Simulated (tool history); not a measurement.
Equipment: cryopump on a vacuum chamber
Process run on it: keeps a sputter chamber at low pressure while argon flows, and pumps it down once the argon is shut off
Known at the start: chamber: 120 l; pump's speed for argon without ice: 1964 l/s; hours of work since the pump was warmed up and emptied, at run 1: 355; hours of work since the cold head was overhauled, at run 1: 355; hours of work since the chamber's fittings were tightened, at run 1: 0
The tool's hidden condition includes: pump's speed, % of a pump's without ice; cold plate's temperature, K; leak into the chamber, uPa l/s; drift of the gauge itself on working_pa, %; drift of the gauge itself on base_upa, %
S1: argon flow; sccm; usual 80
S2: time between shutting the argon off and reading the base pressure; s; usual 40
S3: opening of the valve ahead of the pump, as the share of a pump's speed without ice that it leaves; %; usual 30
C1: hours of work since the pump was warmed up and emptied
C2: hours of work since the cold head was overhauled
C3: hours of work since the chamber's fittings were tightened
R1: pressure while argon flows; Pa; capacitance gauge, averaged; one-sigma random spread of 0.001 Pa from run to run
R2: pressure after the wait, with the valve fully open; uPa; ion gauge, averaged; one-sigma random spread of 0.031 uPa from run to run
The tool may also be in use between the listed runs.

{"run": 1, "hour": 0.0, "S1": 80, "S2": 40, "S3": 30, "C1": 355, "C2": 355, "C3": 0, "R1": 0.2475, "R2": 1.67}
{"run": 2, "hour": 55.9, "S1": 80, "S2": 40, "S3": 30, "C1": 390, "C2": 390, "C3": 35, "R1": 0.2485, "R2": 1.77}
{"hour": 87.8, "done": "pump warmed up, emptied and cooled again"}
{"run": 3, "hour": 111.9, "S1": 80, "S2": 40, "S3": 30, "C1": 15, "C2": 422, "C3": 67, "R1": 0.2293, "R2": 1.71}
{"run": 4, "hour": 184.1, "S1": 80, "S2": 40, "S3": 21, "C1": 61, "C2": 468, "C3": 113, "R1": 0.3316, "R2": 1.83}
{"run": 5, "hour": 255.9, "S1": 80, "S2": 260, "S3": 21, "C1": 106, "C2": 513, "C3": 158, "R1": 0.3359, "R2": 0.62}
{"run": 6, "hour": 344.9, "S1": 80, "S2": 40, "S3": 30, "C1": 162, "C2": 569, "C3": 214, "R1": 0.2354, "R2": 1.95}
{"run": 7, "hour": 414.5, "S1": 80, "S2": 40, "S3": 17, "C1": 205, "C2": 613, "C3": 257, "R1": 0.4151, "R2": 2.02}
{"run": 8, "hour": 498.6, "S1": 80, "S2": 40, "S3": 17, "C1": 258, "C2": 665, "C3": 310, "R1": 0.4174, "R2": 2.03}
{"run": 9, "hour": 580.1, "S1": 80, "S2": 40, "S3": 17, "C1": 310, "C2": 717, "C3": 362, "R1": 0.4214, "R2": 2.27}
{"run": 10, "hour": 638.2, "S1": 80, "S2": 40, "S3": 44, "C1": 346, "C2": 753, "C3": 398, "R1": 0.1762, "R2": 2.35}
{"run": 11, "hour": 709.5, "S1": 99, "S2": 33, "S3": 44, "C1": 391, "C2": 798, "C3": 443, "R1": 0.2204, "R2": 2.77}
{"hour": 741.8, "done": "pump warmed up, emptied and cooled again"}
{"run": 12, "hour": 766.8, "S1": 99, "S2": 33, "S3": 44, "C1": 16, "C2": 831, "C3": 476, "R1": 0.1967, "R2": 2.56}
{"run": 13, "hour": 836.0, "S1": 36, "S2": 40, "S3": 30, "C1": 59, "C2": 874, "C3": 519, "R1": 0.1057, "R2": 2.35}
{"run": 14, "hour": 916.2, "S1": 82, "S2": 40, "S3": 31, "C1": 110, "C2": 925, "C3": 570, "R1": 0.2354, "R2": 2.52}
{"run": 15, "hour": 985.2, "S1": 82, "S2": 26, "S3": 31, "C1": 153, "C2": 968, "C3": 613, "R1": 0.2349, "R2": 3.36}
{"run": 16, "hour": 1062.5, "S1": 117, "S2": 40, "S3": 30, "C1": 202, "C2": 1017, "C3": 662, "R1": 0.3538, "R2": 2.7}
{"run": 17, "hour": 1139.2, "S1": 117, "S2": 42, "S3": 30, "C1": 250, "C2": 1065, "C3": 710, "R1": 0.3554, "R2": 2.69}
{"run": 18, "hour": 1203.8, "S1": 80, "S2": 25, "S3": 30, "C1": 291, "C2": 1106, "C3": 751, "R1": 0.2444, "R2": 3.66}
{"run": 19, "hour": 1290.5, "S1": 150, "S2": 49, "S3": 23, "C1": 345, "C2": 1160, "C3": 805, "R1": 0.5958, "R2": 2.85}

Consider 4 possible next runs. They are alternatives, not a sequence: every one starts from the tool as it was left by run 19. What does each give?
{"run": "A", "hour": 1361.6, "S1": 65, "S2": 49, "S3": 17, "C1": 390, "C2": 1205, "C3": 850, "R1": "?", "R2": "?"}
{"run": "B", "hour": 1361.6, "S1": 122, "S2": 85, "S3": 23, "C1": 390, "C2": 1205, "C3": 850, "R1": "?", "R2": "?"}
{"run": "C", "hour": 1361.6, "S1": 93, "S2": 40, "S3": 18, "C1": 390, "C2": 1205, "C3": 850, "R1": "?", "R2": "?"}
{"run": "D", "hour": 1361.6, "S1": 67, "S2": 202, "S3": 29, "C1": 390, "C2": 1205, "C3": 850, "R1": "?", "R2": "?"}

run=A R1=0.3446 R2=2.95
run=B R1=0.4914 R2=2.41
run=C R1=0.4718 R2=3.27
run=D R1=0.2181 R2=2.03
Without the tool's hidden state the same runs would have given:
run=A R1=0.3267 R2=1.34
run=B R1=0.4575 R2=0.84
run=C R1=0.446 R2=1.63
run=D R1=0.1995 R2=0.43
